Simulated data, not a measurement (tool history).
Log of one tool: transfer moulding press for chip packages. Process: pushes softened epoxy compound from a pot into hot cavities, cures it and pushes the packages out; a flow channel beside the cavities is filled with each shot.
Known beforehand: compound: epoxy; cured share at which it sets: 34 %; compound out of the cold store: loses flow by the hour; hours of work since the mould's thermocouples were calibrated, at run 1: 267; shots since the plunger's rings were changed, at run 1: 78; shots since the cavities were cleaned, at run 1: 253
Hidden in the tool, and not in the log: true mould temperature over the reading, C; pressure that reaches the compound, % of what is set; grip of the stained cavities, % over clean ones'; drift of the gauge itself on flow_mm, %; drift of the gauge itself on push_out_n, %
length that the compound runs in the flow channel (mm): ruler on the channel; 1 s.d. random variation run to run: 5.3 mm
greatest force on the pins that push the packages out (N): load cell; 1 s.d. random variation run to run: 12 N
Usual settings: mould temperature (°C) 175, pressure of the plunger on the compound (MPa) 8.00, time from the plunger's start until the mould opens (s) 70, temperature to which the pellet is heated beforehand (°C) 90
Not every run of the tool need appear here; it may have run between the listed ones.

run	hour	mould temperature (°C)	pressure of the plunger on the compound (MPa)	time from the plunger's start until the mould opens (s)	temperature to which the pellet is heated beforehand (°C)	hours of work since the mould's thermocouples were calibrated	shots since the plunger's rings were changed	shots since the cavities were cleaned	incoming compound's hours out of the cold store	length that the compound runs in the flow channel (mm)	greatest force on the pins that push the packages out (N)
1	0.0	175	8.00	70	90	267	78	253	10.4	749	847
# hour 34.1: cavities cleaned with cleaning compound and waxed
2	74.5	175	8.00	70	90	313	1111	571	41.2	624	953
# hour 88.3: cavities cleaned with cleaning compound and waxed
3	123.1	175	8.00	70	90	342	1776	492	33.2	638	975
# hour 147.1: cavities cleaned with cleaning compound and waxed
4	170.7	175	8.00	77	90	370	2427	333	36.7	625	721
# hour 200.4: cavities cleaned with cleaning compound and waxed
5	248.1	175	8.00	77	90	418	3500	674	41.1	602	873
# hour 253.5: cavities cleaned with cleaning compound and waxed
6	287.6	175	8.00	77	90	441	4036	482	34.1	614	807
# hour 309.0: cavities cleaned with cleaning compound and waxed
7	346.9	175	9.50	77	90	477	4853	535	41.9	624	865
# hour 365.1: cavities cleaned with cleaning compound and waxed
8	389.0	175	8.00	70	90	502	5427	337	37.8	582	855
# hour 423.2: cavities cleaned with cleaning compound and waxed
9	431.4	175	8.00	70	90	528	6005	115	19.6	632	738
# hour 481.1: cavities cleaned with cleaning compound and waxed
# hour 496.3: plunger's sealing rings changed
10	523.8	175	6.57	70	90	583	389	569	46.1	558	992
# hour 538.8: cavities cleaned with cleaning compound and waxed
# hour 588.0: mould's thermocouples calibrated
# hour 593.4: cavities cleaned with cleaning compound and waxed
11	600.8	175	8.00	70	90	7	1406	104	11.2	733	655
# hour 647.4: cavities cleaned with cleaning compound and waxed
12	668.1	175	8.86	65	96	48	2336	292	43.6	628	918
# hour 701.1: cavities cleaned with cleaning compound and waxed
13	738.2	183	6.69	72	85	91	3306	524	42.7	520	739
# hour 753.6: cavities cleaned with cleaning compound and waxed
# hour 808.4: cavities cleaned with cleaning compound and waxed
14	824.2	175	8.00	70	87	142	4479	224	45.4	568	762
# hour 862.8: cavities cleaned with cleaning compound and waxed
15	899.8	170	8.00	70	87	188	5526	524	36.9	586	1403
# hour 921.9: cavities cleaned with cleaning compound and waxed
# hour 978.5: cavities cleaned with cleaning compound and waxed
16	989.3	170	8.00	53	83	242	6748	152	26.3	600	1901
# hour 1003.9: plunger's sealing rings changed
# hour 1036.5: cavities cleaned with cleaning compound and waxed
17	1073.7	170	8.00	53	83	292	964	525	29.1	686	2637
# hour 1090.4: cavities cleaned with cleaning compound and waxed
# hour 1142.4: cavities cleaned with cleaning compound and waxed
18	1167.7	175	8.00	70	87	348	2251	358	34.6	631	895
# hour 1201.0: cavities cleaned with cleaning compound and waxed
19	1225.5	175	8.00	70	91	383	3046	346	29.0	634	876
# hour 1255.3: cavities cleaned with cleaning compound and waxed
20	1302.0	173	6.97	56	90	430	4106	660	10.9	647	2233
# hour 1307.4: cavities cleaned with cleaning compound and waxed
# hour 1361.9: cavities cleaned with cleaning compound and waxed
21	1361.9	181	6.30	70	90	465	4910	0	22.5	553	434

Here are 3 independent what-if runs from the current tool condition. What would each one return?
# hour 1413.4: cavities cleaned with cleaning compound and waxed
A	1416.5	174	9.20	70	90	498	5661	44	9.3	?	?
# hour 1413.4: cavities cleaned with cleaning compound and waxed
B	1416.5	175	7.39	70	94	498	5661	44	28.9	?	?
# hour 1413.4: cavities cleaned with cleaning compound and waxed
C	1416.5	179	6.80	70	89	498	5661	44	26.2	?	?

run	length that the compound runs in the flow channel (mm)	greatest force on the pins that push the packages out (N)
A	716	709
B	578	620
C	561	507
With the hidden condition removed and each run's random variation left untouched, the same runs would have given:
run	length that the compound runs in the flow channel (mm)	greatest force on the pins that push the packages out (N)
A	813	586
B	656	518
C	637	432
